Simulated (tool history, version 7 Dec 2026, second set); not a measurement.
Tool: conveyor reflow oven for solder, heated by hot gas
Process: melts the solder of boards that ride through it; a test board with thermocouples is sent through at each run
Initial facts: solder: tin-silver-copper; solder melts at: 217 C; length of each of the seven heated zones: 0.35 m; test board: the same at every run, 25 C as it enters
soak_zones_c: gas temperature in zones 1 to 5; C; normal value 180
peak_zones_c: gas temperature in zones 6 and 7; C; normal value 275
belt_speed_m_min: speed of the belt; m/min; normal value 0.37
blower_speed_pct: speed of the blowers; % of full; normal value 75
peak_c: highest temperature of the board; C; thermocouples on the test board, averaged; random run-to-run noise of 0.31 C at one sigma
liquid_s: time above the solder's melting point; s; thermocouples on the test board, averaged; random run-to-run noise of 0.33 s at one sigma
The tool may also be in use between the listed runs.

{"run": 1, "hour": 0.0, "soak_zones_c": 180, "peak_zones_c": 275, "belt_speed_m_min": 0.37, "blower_speed_pct": 75, "peak_c": 262.7, "liquid_s": 98.5}
{"run": 2, "hour": 20.5, "soak_zones_c": 180, "peak_zones_c": 275, "belt_speed_m_min": 0.37, "blower_speed_pct": 75, "peak_c": 263, "liquid_s": 98.4}
{"run": 3, "hour": 41.8, "soak_zones_c": 180, "peak_zones_c": 275, "belt_speed_m_min": 0.37, "blower_speed_pct": 63, "peak_c": 261, "liquid_s": 96}
{"run": 4, "hour": 60.3, "soak_zones_c": 180, "peak_zones_c": 275, "belt_speed_m_min": 0.37, "blower_speed_pct": 75, "peak_c": 263.2, "liquid_s": 98.2}
{"run": 5, "hour": 81.1, "soak_zones_c": 180, "peak_zones_c": 275, "belt_speed_m_min": 0.37, "blower_speed_pct": 75, "peak_c": 263.8, "liquid_s": 98.5}
{"run": 6, "hour": 104.3, "soak_zones_c": 180, "peak_zones_c": 275, "belt_speed_m_min": 0.37, "blower_speed_pct": 75, "peak_c": 263.2, "liquid_s": 98.2}
{"run": 7, "hour": 126.5, "soak_zones_c": 180, "peak_zones_c": 275, "belt_speed_m_min": 0.37, "blower_speed_pct": 62, "peak_c": 260.5, "liquid_s": 95.4}
{"run": 8, "hour": 144.1, "soak_zones_c": 180, "peak_zones_c": 275, "belt_speed_m_min": 0.37, "blower_speed_pct": 75, "peak_c": 263.3, "liquid_s": 98.2}
{"run": 9, "hour": 162.2, "soak_zones_c": 180, "peak_zones_c": 275, "belt_speed_m_min": 0.37, "blower_speed_pct": 66, "peak_c": 261.7, "liquid_s": 96.4}
{"run": 10, "hour": 182.2, "soak_zones_c": 180, "peak_zones_c": 275, "belt_speed_m_min": 0.37, "blower_speed_pct": 66, "peak_c": 260.9, "liquid_s": 96.7}
{"run": 11, "hour": 205.1, "soak_zones_c": 180, "peak_zones_c": 275, "belt_speed_m_min": 0.37, "blower_speed_pct": 75, "peak_c": 263.3, "liquid_s": 97.9}
{"run": 12, "hour": 229.2, "soak_zones_c": 180, "peak_zones_c": 275, "belt_speed_m_min": 0.37, "blower_speed_pct": 82, "peak_c": 264.1, "liquid_s": 99.3}
{"run": 13, "hour": 249.6, "soak_zones_c": 180, "peak_zones_c": 275, "belt_speed_m_min": 0.37, "blower_speed_pct": 58, "peak_c": 259.3, "liquid_s": 94.4}
{"run": 14, "hour": 273.3, "soak_zones_c": 180, "peak_zones_c": 275, "belt_speed_m_min": 0.37, "blower_speed_pct": 58, "peak_c": 259.5, "liquid_s": 94.8}
{"run": 15, "hour": 289.2, "soak_zones_c": 180, "peak_zones_c": 275, "belt_speed_m_min": 0.37, "blower_speed_pct": 58, "peak_c": 260, "liquid_s": 94.5}
{"run": 16, "hour": 314.0, "soak_zones_c": 180, "peak_zones_c": 275, "belt_speed_m_min": 0.37, "blower_speed_pct": 58, "peak_c": 259.2, "liquid_s": 94.4}

Run 17 has not been measured yet. What should we expect?
{"run": 17, "hour": 326.5, "soak_zones_c": 180, "peak_zones_c": 275, "belt_speed_m_min": 0.37, "blower_speed_pct": 58, "peak_c": "?", "liquid_s": "?"}

{"run 17": {"peak_c": 259.6, "liquid_s": 94.7}}
With no hidden state in the tool, this same run would have given peak_c 257.9 C, liquid_s 92.9 s.
